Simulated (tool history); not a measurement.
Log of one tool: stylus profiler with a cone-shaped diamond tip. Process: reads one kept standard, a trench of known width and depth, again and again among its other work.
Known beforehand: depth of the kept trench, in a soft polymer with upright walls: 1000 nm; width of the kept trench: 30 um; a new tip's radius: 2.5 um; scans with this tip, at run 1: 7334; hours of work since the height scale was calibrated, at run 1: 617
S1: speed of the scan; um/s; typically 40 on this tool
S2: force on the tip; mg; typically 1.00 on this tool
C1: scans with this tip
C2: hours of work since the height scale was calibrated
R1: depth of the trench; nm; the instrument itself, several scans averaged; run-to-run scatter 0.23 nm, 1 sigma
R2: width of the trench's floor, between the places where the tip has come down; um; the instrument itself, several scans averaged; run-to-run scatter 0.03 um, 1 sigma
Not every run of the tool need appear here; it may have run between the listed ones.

| run | hour | S1 | S2 | C1 | C2 | R1 | R2 |
|---|---|---|---|---|---|---|---|
| 1 | 0.0 | 40 | 1.00 | 7334 | 617 | 1006.60 | 24.77 |
| 2 | 75.3 | 40 | 1.00 | 7776 | 654 | 1006.74 | 24.69 |
| 3 | 157.7 | 40 | 1.52 | 8259 | 695 | 1009.68 | 24.61 |
| 4 | 243.0 | 40 | 1.52 | 8759 | 737 | 1008.70 | 24.58 |
| 5 | 297.2 | 40 | 1.52 | 9076 | 764 | 1008.76 | 24.48 |
| 6 | 349.9 | 40 | 1.52 | 9385 | 790 | 1009.57 | 24.43 |
| 7 | 393.4 | 40 | 1.52 | 9640 | 811 | 1008.77 | 24.38 |
| 8 | 446.5 | 40 | 1.52 | 9952 | 837 | 1008.94 | 24.41 |
| 9 | 508.2 | 40 | 0.44 | 10313 | 868 | 1001.91 | 24.30 |
| 10 | 587.6 | 40 | 0.44 | 10778 | 907 | 1002.11 | 24.20 |
| 11 | 655.8 | 40 | 1.00 | 11178 | 940 | 1005.63 | 24.24 |
| 12 | 697.7 | 40 | 1.00 | 11424 | 961 | 1005.58 | 24.15 |
| 13 | 742.9 | 40 | 1.00 | 11689 | 983 | 1005.41 | 24.07 |
| 14 | 798.3 | 36 | 2.76 | 12013 | 1011 | 1013.69 | 24.09 |
|  | 804.4 | height scale calibrated on a step standard |
| 15 | 878.2 | 36 | 2.76 | 12479 | 36 | 1012.79 | 24.05 |
| 16 | 963.6 | 26 | 1.08 | 12979 | 78 | 1004.18 | 23.98 |
| 17 | 1002.8 | 25 | 0.97 | 13210 | 98 | 1003.59 | 24.00 |
| 18 | 1051.3 | 40 | 1.88 | 13494 | 122 | 1008.78 | 23.89 |
|  | 1090.3 | height scale calibrated on a step standard, once more |
| 19 | 1098.8 | 82 | 1.24 | 13769 | 4 | 1010.74 | 23.75 |
| 20 | 1143.2 | 40 | 0.98 | 14029 | 26 | 1008.93 | 23.77 |
| 21 | 1188.7 | 27 | 1.00 | 14296 | 49 | 1009.19 | 23.85 |
| 22 | 1254.5 | 55 | 1.91 | 14682 | 81 | 1014.14 | 23.77 |
| 23 | 1298.4 | 55 | 1.91 | 14939 | 103 | 1013.61 | 23.66 |
| 24 | 1344.6 | 55 | 0.76 | 15210 | 125 | 1007.20 | 23.61 |
| 25 | 1381.9 | 55 | 0.76 | 15429 | 144 | 1006.85 | 23.55 |

Branching from run 25: 4 alternative next runs. What would each branch give?
| A | 1419.8 | 92 | 1.00 | 15651 | 162 | ? | ? |
| B | 1419.8 | 72 | 0.76 | 15651 | 162 | ? | ? |
| C | 1419.8 | 35 | 1.34 | 15651 | 162 | ? | ? |
| D | 1419.8 | 147 | 0.76 | 15651 | 162 | ? | ? |

| run | R1 | R2 |
|---|---|---|
| A | 1008.55 | 23.38 |
| B | 1007.31 | 23.47 |
| C | 1010.69 | 23.60 |
| D | 1007.00 | 23.24 |
Had the tool no hidden state, the same runs would have come out as:
| run | R1 | R2 |
|---|---|---|
| A | 1008.96 | 25.66 |
| B | 1007.72 | 25.75 |
| C | 1011.10 | 25.88 |
| D | 1007.41 | 25.52 |

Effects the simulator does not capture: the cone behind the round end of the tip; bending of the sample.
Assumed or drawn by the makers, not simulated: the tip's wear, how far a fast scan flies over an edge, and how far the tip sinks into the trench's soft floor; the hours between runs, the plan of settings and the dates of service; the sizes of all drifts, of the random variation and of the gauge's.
